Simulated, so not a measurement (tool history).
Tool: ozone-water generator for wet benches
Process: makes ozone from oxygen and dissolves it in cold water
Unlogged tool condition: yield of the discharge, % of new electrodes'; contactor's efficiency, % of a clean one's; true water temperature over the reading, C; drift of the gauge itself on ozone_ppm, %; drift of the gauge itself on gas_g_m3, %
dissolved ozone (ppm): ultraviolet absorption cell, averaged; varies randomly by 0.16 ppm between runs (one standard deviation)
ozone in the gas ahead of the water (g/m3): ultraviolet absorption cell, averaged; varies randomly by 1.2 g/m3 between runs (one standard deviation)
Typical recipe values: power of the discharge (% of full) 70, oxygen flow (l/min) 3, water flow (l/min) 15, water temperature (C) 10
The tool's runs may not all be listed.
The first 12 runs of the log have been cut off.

run	hour	power of the discharge (% of full)	oxygen flow (l/min)	water flow (l/min)	water temperature (C)	hours of work since the electrodes were changed	hours of work since the contactor was cleaned	hours of work since the thermometer was calibrated	dissolved ozone (ppm)	ozone in the gas ahead of the water (g/m3)
13	340.2	70	3	15	10	1277	4336	3050	19.7	210
14	362.6	70	3	15	7	1298	4357	3071	20.5	208.8
15	387.3	70	3	15	10	1320	4380	3094	20	211
16	420.4	70	3	15	10	1351	4410	3125	19.9	209
17	435.5	70	3	15	10	1365	4424	3138	20	209.7
18	455.7	70	3	12	15	1384	4443	3157	23.2	209
19	483.8	61	3	11	11	1410	4469	3183	24.5	191.6
20	508.9	56	4.12	17	13	1433	4492	3206	15.2	153.6
21	525.6	79	4.97	15	5	1448	4508	3222	23.3	172.3
22	555.1	79	4.97	15	5	1476	4535	3249	23.7	170.3
23	588.6	75	4.97	15	6	1507	4566	3280	22.8	166.7
24	612.9	58	2.82	15	14	1529	4588	3303	16.6	193.5
25	639.6	50	2.09	15	10	1554	4613	3327	15.1	207.1
26	659.6	50	2.09	15	10	1572	4631	3346	15.1	206.3
27	695.4	43	3	16	10	1605	4665	3379	13.5	154.6
28	723.8	49	4.25	14	6	1632	4691	3405	18.2	138.4
29	749.2	81	2.56	16	8	1655	4714	3429	20	248.3
30	781.8	57	3	15	6	1685	4745	3459	18.1	183.2
31	799	57	4.2	13	7	1701	4760	3475	21.1	152.8
32	818.2	57	4.2	13	7	1719	4778	3493	21.2	155.3

Predict each of these 5 candidate next runs independently; none follows another, all start after run 32:
A	840.1	71	3	15	6	1739	4799	3513	?	?
B	840.1	40	3	15	10	1739	4799	3513	?	?
C	840.1	73	2.63	23	7	1739	4799	3513	?	?
D	840.1	57	1.81	13	7	1739	4799	3513	?	?
E	840.1	70	2.08	14	10	1739	4799	3513	?	?

run	dissolved ozone (ppm)	ozone in the gas ahead of the water (g/m3)
A	20.5	211.7
B	14.2	147.6
C	12.4	229
D	18.8	240.4
E	20.1	256.4
Without the tool's unlogged condition, the same runs would have read:
run	dissolved ozone (ppm)	ozone in the gas ahead of the water (g/m3)
A	21.7	216.2
B	14.9	149.7
C	13.2	234.1
D	19.8	244.9
E	21.2	261.9
